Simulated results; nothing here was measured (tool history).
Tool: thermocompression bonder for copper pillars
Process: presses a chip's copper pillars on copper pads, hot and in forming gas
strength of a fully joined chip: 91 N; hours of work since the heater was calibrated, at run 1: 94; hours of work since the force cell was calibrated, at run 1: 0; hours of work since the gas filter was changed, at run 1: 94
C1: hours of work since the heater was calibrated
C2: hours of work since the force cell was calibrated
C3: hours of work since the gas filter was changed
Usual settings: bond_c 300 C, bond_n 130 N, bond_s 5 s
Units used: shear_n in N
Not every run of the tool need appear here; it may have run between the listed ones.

{"run": 1, "hour": 0.0, "bond_c": 300, "bond_n": 130, "bond_s": 5, "C1": 94, "C2": 0, "C3": 94, "shear_n": 31.4}
{"run": 2, "hour": 87.2, "bond_c": 300, "bond_n": 128, "bond_s": 5, "C1": 156, "C2": 62, "C3": 156, "shear_n": 30.4}
{"run": 3, "hour": 143.7, "bond_c": 300, "bond_n": 130, "bond_s": 5, "C1": 197, "C2": 103, "C3": 197, "shear_n": 30.2}
{"run": 4, "hour": 206.1, "bond_c": 321, "bond_n": 130, "bond_s": 5, "C1": 241, "C2": 147, "C3": 241, "shear_n": 39.2}
{"run": 5, "hour": 300.7, "bond_c": 321, "bond_n": 130, "bond_s": 5, "C1": 309, "C2": 215, "C3": 309, "shear_n": 36.8}
{"run": 6, "hour": 367.3, "bond_c": 300, "bond_n": 130, "bond_s": 5, "C1": 356, "C2": 262, "C3": 356, "shear_n": 28.9}
{"hour": 406.6, "done": "forming gas filter changed"}
{"run": 7, "hour": 445.0, "bond_c": 300, "bond_n": 130, "bond_s": 5, "C1": 411, "C2": 317, "C3": 27, "shear_n": 29.0}
{"run": 8, "hour": 515.5, "bond_c": 300, "bond_n": 130, "bond_s": 5, "C1": 462, "C2": 368, "C3": 78, "shear_n": 29.1}
{"run": 9, "hour": 572.1, "bond_c": 300, "bond_n": 130, "bond_s": 5, "C1": 502, "C2": 408, "C3": 118, "shear_n": 29.0}
{"run": 10, "hour": 645.9, "bond_c": 300, "bond_n": 130, "bond_s": 5, "C1": 555, "C2": 461, "C3": 171, "shear_n": 28.7}
{"run": 11, "hour": 713.8, "bond_c": 300, "bond_n": 137, "bond_s": 5, "C1": 603, "C2": 509, "C3": 219, "shear_n": 28.7}
{"run": 12, "hour": 807.5, "bond_c": 300, "bond_n": 170, "bond_s": 4, "C1": 670, "C2": 576, "C3": 286, "shear_n": 32.7}
{"run": 13, "hour": 872.7, "bond_c": 327, "bond_n": 119, "bond_s": 11, "C1": 717, "C2": 623, "C3": 333, "shear_n": 45.3}
{"hour": 943.8, "done": "forming gas filter changed"}
{"run": 14, "hour": 959.3, "bond_c": 286, "bond_n": 82, "bond_s": 5, "C1": 778, "C2": 684, "C3": 11, "shear_n": 13.6}
{"hour": 1001.3, "done": "heater calibrated with a thermocouple chip"}
{"run": 15, "hour": 1029.5, "bond_c": 298, "bond_n": 82, "bond_s": 7, "C1": 20, "C2": 733, "C3": 60, "shear_n": 20.6}
{"run": 16, "hour": 1104.0, "bond_c": 300, "bond_n": 131, "bond_s": 5, "C1": 73, "C2": 786, "C3": 113, "shear_n": 31.5}
{"hour": 1156.5, "done": "force cell calibrated"}
{"run": 17, "hour": 1184.0, "bond_c": 300, "bond_n": 87, "bond_s": 10, "C1": 129, "C2": 20, "C3": 169, "shear_n": 28.0}
{"run": 18, "hour": 1235.4, "bond_c": 321, "bond_n": 185, "bond_s": 10, "C1": 166, "C2": 56, "C3": 206, "shear_n": 64.2}

Hidden state at the last listed run before each entry between runs and at the first one after, where it differs:
From run 6 to run 7: forming gas filter changed (hour 406.6)
  true temperature of the bond over the reading, C: -4.9 -> -5.5; force that reaches the chip, % of what is set: 98.1 -> 97.7; oxide that the forming gas leaves, % of the face: 3.35 -> 0.76
  what was measured, less what the result would be without the hidden state, shear_n: -3.4 -> -2.9 N
From run 13 to run 14: forming gas filter changed (hour 943.8)
  true temperature of the bond over the reading, C: -9.2 -> -9.9; force that reaches the chip, % of what is set: 95.8 -> 95.4; oxide that the forming gas leaves, % of the face: 3.22 -> 0.69
  what was measured, less what the result would be without the hidden state, shear_n: -7.2 -> -3.0 N
From run 14 to run 15: heater calibrated with a thermocouple chip (hour 1001.3)
  true temperature of the bond over the reading, C: -9.9 -> -0.3; force that reaches the chip, % of what is set: 95.4 -> 95.1; oxide that the forming gas leaves, % of the face: 0.69 -> 1.09
  what was measured, less what the result would be without the hidden state, shear_n: -3.0 -> -1.4 N
From run 16 to run 17: force cell calibrated (hour 1156.5)
  true temperature of the bond over the reading, C: -0.8 -> -1.4; force that reaches the chip, % of what is set: 94.8 -> 99.8; oxide that the forming gas leaves, % of the face: 1.51 -> 1.95
  what was measured, less what the result would be without the hidden state, shear_n: -2.4 -> -1.0 N

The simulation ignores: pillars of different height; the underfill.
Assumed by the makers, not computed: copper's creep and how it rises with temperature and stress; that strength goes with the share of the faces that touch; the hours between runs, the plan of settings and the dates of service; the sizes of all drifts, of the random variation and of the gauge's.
